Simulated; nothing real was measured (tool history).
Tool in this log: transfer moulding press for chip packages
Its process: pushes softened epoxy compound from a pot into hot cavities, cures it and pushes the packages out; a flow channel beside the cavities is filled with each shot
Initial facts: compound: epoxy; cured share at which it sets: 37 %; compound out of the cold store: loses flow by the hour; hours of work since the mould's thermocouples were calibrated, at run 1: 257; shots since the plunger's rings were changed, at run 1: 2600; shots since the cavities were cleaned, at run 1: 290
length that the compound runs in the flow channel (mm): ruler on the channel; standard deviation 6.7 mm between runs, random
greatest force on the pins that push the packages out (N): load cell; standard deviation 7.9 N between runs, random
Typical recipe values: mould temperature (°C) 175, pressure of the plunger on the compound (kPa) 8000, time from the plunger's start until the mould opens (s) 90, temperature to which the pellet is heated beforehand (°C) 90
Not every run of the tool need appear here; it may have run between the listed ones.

run,hour,mould temperature (°C),pressure of the plunger on the compound (kPa),time from the plunger's start until the mould opens (s),temperature to which the pellet is heated beforehand (°C),hours of work since the mould's thermocouples were calibrated,shots since the plunger's rings were changed,shots since the cavities were cleaned,incoming compound's hours out of the cold store,length that the compound runs in the flow channel (mm),greatest force on the pins that push the packages out (N)
1,0.0,175,8000,90,90,257,2600,290,9.2,879,483
2,7.1,175,9480,90,90,262,2694,384,47.0,758,462
3,18.0,174,9480,90,90,270,2840,530,15.5,909,558
# hour 20.7: cavities cleaned with cleaning compound and waxed
4,28.7,174,9480,90,90,276,2963,106,29.3,847,423
5,37.3,174,9480,90,90,282,3077,220,28.6,843,475
6,46.1,175,8000,90,90,288,3196,339,31.7,758,485
7,58.2,175,8000,90,90,297,3357,500,36.6,731,505
# hour 63.6: cavities cleaned with cleaning compound and waxed
8,66.3,175,8000,70,90,301,3445,36,17.3,810,642
9,73.9,175,8000,70,90,307,3546,137,22.3,792,731
10,79.7,175,8000,70,90,311,3624,215,23.4,773,767
11,86.5,175,8000,106,90,315,3715,306,26.6,768,365
12,98.7,175,8000,90,90,324,3879,470,27.3,757,499
# hour 105.9: cavities cleaned with cleaning compound and waxed
13,113.5,182,8000,90,90,333,4055,100,13.8,809,294
14,124.4,182,8000,90,90,341,4201,246,35.8,697,333
# hour 133.0: plunger's sealing rings changed
15,139.5,181,8000,104,90,350,86,414,11.2,880,373
16,148.6,167,7440,109,99,356,208,536,39.2,754,560
# hour 150.7: cavities cleaned with cleaning compound and waxed
17,158.8,181,8710,94,93,362,324,107,26.9,834,320
18,164.5,173,7020,98,90,366,401,184,8.1,874,437
19,177.6,173,7020,98,90,375,576,359,11.6,832,488
20,190.6,169,9960,87,90,384,749,532,19.3,975,873
# hour 193.0: cavities cleaned with cleaning compound and waxed
21,204.0,177,9350,90,90,393,908,147,31.1,837,362
22,215.6,175,8990,90,80,401,1063,302,11.7,938,501
23,223.5,173,8000,90,93,406,1168,407,34.7,759,522
# hour 235.8: cavities cleaned with cleaning compound and waxed
24,237.7,169,6790,90,90,415,1338,25,18.8,797,548
25,245.0,169,6790,95,84,420,1436,123,43.6,678,510
26,258.6,169,6790,95,84,430,1617,304,39.9,700,593
27,265.2,175,9150,90,90,435,1706,393,29.2,833,475

Per-run results on a tool with no hidden state, each run keeping its own random variation:
Unlogged tool condition in this case: true mould temperature over the reading, C; pressure that reaches the compound, % of what is set; grip of the stained cavities, % over clean ones'; drift of the gauge itself on flow_mm, %; drift of the gauge itself on push_out_n, %.
run,length that the compound runs in the flow channel (mm),greatest force on the pins that push the packages out (N)
1,919,352
2,794,318
3,954,368
4,891,359
5,889,367
6,801,347
7,775,337
8,860,607
9,842,607
10,823,597
11,819,267
12,809,337
13,868,254
14,750,253
15,883,259
16,758,375
17,840,273
18,882,348
19,841,348
20,988,585
21,851,299
22,956,372
23,774,364
24,816,522
25,695,429
26,720,436
27,858,333
